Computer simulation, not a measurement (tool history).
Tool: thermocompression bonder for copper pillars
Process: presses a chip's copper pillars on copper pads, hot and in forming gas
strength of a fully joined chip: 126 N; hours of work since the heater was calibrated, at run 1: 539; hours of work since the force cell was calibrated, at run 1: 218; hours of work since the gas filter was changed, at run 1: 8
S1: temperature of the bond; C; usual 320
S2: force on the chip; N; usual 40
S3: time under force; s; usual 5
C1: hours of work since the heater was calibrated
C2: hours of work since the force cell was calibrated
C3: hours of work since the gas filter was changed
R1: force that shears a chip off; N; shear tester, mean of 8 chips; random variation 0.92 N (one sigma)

Run 1, hour 0: usual settings; C1 539; C2 218; C3 8. Result: R1 70.8 N.
Run 2, hour 56.1: usual settings; C1 574; C2 253; C3 44. Result: R1 72.3 N.
Run 3, hour 109.9: usual settings; C1 608; C2 287; C3 78. Result: R1 69.3 N.
At hour 134.5: heater calibrated with a thermocouple chip.
Run 4, hour 158.1: usual settings but S2 29 N; C1 15; C2 317; C3 107. Result: R1 61.8 N.
Run 5, hour 195.3: usual settings but S1 329 C; C1 38; C2 340; C3 130. Result: R1 80.1 N.
Run 6, hour 231: usual settings but S1 329 C; C1 61; C2 363; C3 153. Result: R1 77.7 N.
Run 7, hour 295.6: usual settings; C1 102; C2 404; C3 194. Result: R1 71.9 N.
At hour 314.4: forming gas filter changed.
Run 8, hour 329.9: usual settings but S2 34 N; C1 123; C2 425; C3 10. Result: R1 67.3 N.
Run 9, hour 390.3: usual settings but S2 34 N; C1 161; C2 463; C3 48. Result: R1 67.5 N.
Run 10, hour 423.4: usual settings but S2 34 N; C1 182; C2 484; C3 69. Result: R1 66.8 N.
Run 11, hour 459.3: usual settings but S2 34 N; C1 205; C2 507; C3 92. Result: R1 65.2 N.
Run 12, hour 526.6: usual settings but S2 34 N; C1 247; C2 549; C3 134. Result: R1 65.1 N.
Run 13, hour 559.8: usual settings; C1 268; C2 570; C3 155. Result: R1 71.2 N.
Run 14, hour 616.2: usual settings; C1 304; C2 606; C3 191. Result: R1 69.7 N.
At hour 640: forming gas filter changed.
Run 15, hour 668.8: usual settings; C1 337; C2 639; C3 18. Result: R1 70.3 N.
Run 16, hour 704.8: usual settings; C1 360; C2 661; C3 41. Result: R1 70.8 N.
Run 17, hour 768.3: usual settings but S3 7 s; C1 400; C2 701; C3 81. Result: R1 78.5 N.
Run 18, hour 841.3: usual settings but S3 7 s; C1 446; C2 748; C3 127. Result: R1 78.1 N.
Run 19, hour 900.6: usual settings but S3 7 s; C1 483; C2 785; C3 165. Result: R1 76.7 N.
Run 20, hour 943.7: usual settings but S1 329 C, S2 26 N, S3 8 s; C1 510; C2 812; C3 192. Result: R1 68 N.
At hour 966.9: forming gas filter changed.
Run 21, hour 1005.6: usual settings but S1 329 C, S2 32 N, S3 8 s; C1 549; C2 851; C3 24. Result: R1 80 N.
Run 22, hour 1065.9: usual settings but S1 326 C, S2 44 N, S3 10 s; C1 587; C2 889; C3 63. Result: R1 93.9 N.
Run 23, hour 1112.6: usual settings but S1 326 C, S2 44 N, S3 10 s; C1 617; C2 919; C3 92. Result: R1 91.2 N.
At hour 1122.9: heater calibrated with a thermocouple chip.
Run 24, hour 1170.3: usual settings but S1 326 C, S2 44 N, S3 10 s; C1 30; C2 954; C3 127. Result: R1 98 N.
Run 25, hour 1218.8: usual settings but S1 310 C, S2 44 N, S3 14 s; C1 61; C2 984; C3 158. Result: R1 92.5 N.
Run 26, hour 1275: usual settings but S1 339 C, S2 33 N, S3 3 s; C1 96; C2 1020; C3 193. Result: R1 63.8 N.
At hour 1293.9: forming gas filter changed.
Run 27, hour 1317.4: usual settings but S1 327 C, S2 27 N, S3 9 s; C1 123; C2 1046; C3 15. Result: R1 76.4 N.
Run 28, hour 1353.9: usual settings but S1 327 C, S2 27 N, S3 9 s; C1 146; C2 1069; C3 38. Result: R1 74 N.
Run 29, hour 1397.2: usual settings but S1 327 C, S2 27 N, S3 9 s; C1 173; C2 1097; C3 65. Result: R1 75.6 N.
Run 30, hour 1468.8: usual settings but S1 297 C, S2 39 N, S3 9 s; C1 218; C2 1142; C3 110. Result: R1 66.1 N.
Run 31, hour 1503.7: usual settings but S1 334 C, S2 26 N, S3 9 s; C1 240; C2 1164; C3 133. Result: R1 76.8 N.
Run 32, hour 1542.5: usual settings but S1 291 C, S2 34 N, S3 11 s; C1 265; C2 1189; C3 157. Result: R1 59 N.
Run 33, hour 1595.5: usual settings but S1 314 C, S3 4 s; C1 298; C2 1222; C3 190. Result: R1 59.1 N.
At hour 1617.3: forming gas filter changed.
Run 34, hour 1644.5: usual settings but S2 54 N; C1 329; C2 1253; C3 17. Result: R1 86.7 N.
Run 35, hour 1677.7: usual settings but S2 54 N; C1 350; C2 1274; C3 38. Result: R1 84.2 N.
Run 36, hour 1750.8: usual settings but S1 321 C, S2 29 N, S3 9 s; C1 396; C2 1320; C3 84. Result: R1 72.1 N.
Run 37, hour 1793.8: usual settings but S1 336 C; C1 423; C2 1347; C3 112. Result: R1 80.4 N.
Run 38, hour 1847.5: usual settings but S1 336 C; C1 457; C2 1381; C3 145. Result: R1 80.8 N.

3 ways to go on from here, each from the tool as it stands after run 38. What would each give?
Run A, hour 1886.7: usual settings but S3 6 s; C1 482; C2 1406; C3 170. Result: R1 ?.
Run B, hour 1886.7: usual settings but S1 292 C; C1 482; C2 1406; C3 170. Result: R1 ?.
Run C, hour 1886.7: usual settings but S1 336 C, S3 3 s; C1 482; C2 1406; C3 170. Result: R1 ?.

run    R1
  A  71.1
  B  47.1
  C  69.1
Without the tool's hidden state the same runs would have given:
run    R1
  A  80.1
  B  54.4
  C  77.8

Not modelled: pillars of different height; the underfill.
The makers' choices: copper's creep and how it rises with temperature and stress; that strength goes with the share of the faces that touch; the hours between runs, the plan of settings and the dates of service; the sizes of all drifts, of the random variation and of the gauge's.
